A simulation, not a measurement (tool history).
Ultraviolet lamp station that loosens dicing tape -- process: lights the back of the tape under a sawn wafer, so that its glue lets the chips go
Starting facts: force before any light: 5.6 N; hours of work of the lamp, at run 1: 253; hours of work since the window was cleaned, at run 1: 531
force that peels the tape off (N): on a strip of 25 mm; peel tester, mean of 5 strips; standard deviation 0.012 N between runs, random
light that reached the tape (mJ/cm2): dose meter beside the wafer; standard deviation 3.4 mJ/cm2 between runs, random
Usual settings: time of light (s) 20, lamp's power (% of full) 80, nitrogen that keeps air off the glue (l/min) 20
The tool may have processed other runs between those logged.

run	hour	time of light (s)	lamp's power (% of full)	nitrogen that keeps air off the glue (l/min)	hours of work of the lamp	hours of work since the window was cleaned	force that peels the tape off (N)	light that reached the tape (mJ/cm2)
1	0	20	80	20	253	531	0.888	424
2	43.4	20	80	20	270	549	0.893	424
3	80.3	20	80	20	285	564	0.871	414
4	107.4	20	80	20	296	575	0.905	413
5	143.2	20	80	20	311	589	0.923	406
# hour 146.4: window cleaned of glue's vapour
6	183.4	20	80	20	327	15	1.009	390
7	237.9	20	97	20	349	37	0.741	467
8	267.9	20	97	20	361	49	0.733	454
# hour 271.8: window cleaned of glue's vapour, once more
9	322.9	20	97	20	383	21	0.471	593
10	359.1	20	97	20	398	36	0.494	584
11	409.3	20	97	20	419	56	0.5	570
12	454.2	20	97	20	437	74	0.544	567
13	516.1	20	97	20	462	99	0.522	559

The next listed run, before its measurement:
14	554.3	25	100	7	477	115	?	?

{"run 14": {"force that peels the tape off (N)": 0.592, "light that reached the tape (mJ/cm2)": 719}}
Were there no unlogged condition in the tool, this run, its random variation unchanged, would have produced force that peels the tape off (N) 0.408, light that reached the tape (mJ/cm2) 878.

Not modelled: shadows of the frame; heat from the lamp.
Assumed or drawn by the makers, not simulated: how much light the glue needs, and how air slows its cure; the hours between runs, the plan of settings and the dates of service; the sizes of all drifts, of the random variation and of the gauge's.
